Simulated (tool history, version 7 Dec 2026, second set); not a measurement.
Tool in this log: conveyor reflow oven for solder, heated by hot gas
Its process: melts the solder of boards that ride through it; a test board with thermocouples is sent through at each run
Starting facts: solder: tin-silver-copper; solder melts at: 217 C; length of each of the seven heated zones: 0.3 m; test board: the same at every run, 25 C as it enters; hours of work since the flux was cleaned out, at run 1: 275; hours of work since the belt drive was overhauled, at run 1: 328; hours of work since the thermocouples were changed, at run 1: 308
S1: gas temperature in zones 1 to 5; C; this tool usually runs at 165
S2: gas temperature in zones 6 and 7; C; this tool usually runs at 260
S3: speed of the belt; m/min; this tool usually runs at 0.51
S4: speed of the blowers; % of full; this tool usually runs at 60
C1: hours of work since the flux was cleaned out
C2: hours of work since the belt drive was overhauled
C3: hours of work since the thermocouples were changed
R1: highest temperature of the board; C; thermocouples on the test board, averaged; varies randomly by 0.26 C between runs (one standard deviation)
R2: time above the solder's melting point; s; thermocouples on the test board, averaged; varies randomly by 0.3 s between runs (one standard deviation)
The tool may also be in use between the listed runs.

{"run": 1, "hour": 0.0, "S1": 165, "S2": 260, "S3": 0.51, "S4": 60, "C1": 275, "C2": 328, "C3": 308, "R1": 238.1, "R2": 36.9}
{"run": 2, "hour": 17.6, "S1": 165, "S2": 260, "S3": 0.51, "S4": 60, "C1": 286, "C2": 339, "C3": 319, "R1": 238, "R2": 36.8}
{"hour": 24.1, "done": "flux residue cleaned out of gas plates and filters"}
{"run": 3, "hour": 37.5, "S1": 165, "S2": 260, "S3": 0.51, "S4": 60, "C1": 8, "C2": 348, "C3": 328, "R1": 241.1, "R2": 41.2}
{"run": 4, "hour": 56.8, "S1": 165, "S2": 267, "S3": 0.51, "S4": 60, "C1": 20, "C2": 360, "C3": 340, "R1": 247, "R2": 46.2}
{"run": 5, "hour": 71.8, "S1": 165, "S2": 249, "S3": 0.51, "S4": 60, "C1": 30, "C2": 369, "C3": 350, "R1": 231.5, "R2": 29.8}
{"run": 6, "hour": 88.0, "S1": 165, "S2": 249, "S3": 0.51, "S4": 60, "C1": 40, "C2": 380, "C3": 360, "R1": 231.2, "R2": 30.1}
{"run": 7, "hour": 105.7, "S1": 175, "S2": 260, "S3": 0.51, "S4": 60, "C1": 51, "C2": 391, "C3": 371, "R1": 242.3, "R2": 45.2}
{"run": 8, "hour": 118.9, "S1": 175, "S2": 260, "S3": 0.51, "S4": 60, "C1": 59, "C2": 399, "C3": 379, "R1": 242.6, "R2": 45.4}
{"run": 9, "hour": 130.9, "S1": 165, "S2": 260, "S3": 0.51, "S4": 80, "C1": 67, "C2": 406, "C3": 386, "R1": 244.3, "R2": 45.7}
{"run": 10, "hour": 143.0, "S1": 165, "S2": 260, "S3": 0.51, "S4": 80, "C1": 74, "C2": 414, "C3": 394, "R1": 244.6, "R2": 46.1}
{"run": 11, "hour": 151.8, "S1": 165, "S2": 260, "S3": 0.51, "S4": 80, "C1": 80, "C2": 419, "C3": 400, "R1": 244.3, "R2": 45.2}
{"run": 12, "hour": 171.5, "S1": 164, "S2": 260, "S3": 0.51, "S4": 80, "C1": 92, "C2": 432, "C3": 412, "R1": 244.4, "R2": 45.5}
{"run": 13, "hour": 190.4, "S1": 165, "S2": 260, "S3": 0.51, "S4": 60, "C1": 104, "C2": 444, "C3": 424, "R1": 239.5, "R2": 39.1}
{"run": 14, "hour": 207.6, "S1": 165, "S2": 260, "S3": 0.51, "S4": 59, "C1": 115, "C2": 454, "C3": 434, "R1": 239.1, "R2": 39.4}
{"run": 15, "hour": 224.6, "S1": 165, "S2": 260, "S3": 0.584, "S4": 60, "C1": 125, "C2": 465, "C3": 445, "R1": 234.9, "R2": 27.7}
{"run": 16, "hour": 237.0, "S1": 165, "S2": 251, "S3": 0.51, "S4": 68, "C1": 133, "C2": 473, "C3": 453, "R1": 233.2, "R2": 33.8}
{"run": 17, "hour": 250.6, "S1": 177, "S2": 260, "S3": 0.526, "S4": 60, "C1": 142, "C2": 481, "C3": 461, "R1": 240.4, "R2": 42.9}
{"run": 18, "hour": 266.7, "S1": 177, "S2": 260, "S3": 0.526, "S4": 60, "C1": 152, "C2": 491, "C3": 471, "R1": 240.9, "R2": 42.7}

For run 19, what comes out?
{"run": 19, "hour": 275.8, "S1": 177, "S2": 267, "S3": 0.526, "S4": 51, "C1": 157, "C2": 497, "C3": 477, "R1": "?", "R2": "?"}

Run 19 produced R1 243.3 C, R2 44.2 s.
Had the tool carried no hidden state, the very same run would have given R1 246 C, R2 46.1 s.

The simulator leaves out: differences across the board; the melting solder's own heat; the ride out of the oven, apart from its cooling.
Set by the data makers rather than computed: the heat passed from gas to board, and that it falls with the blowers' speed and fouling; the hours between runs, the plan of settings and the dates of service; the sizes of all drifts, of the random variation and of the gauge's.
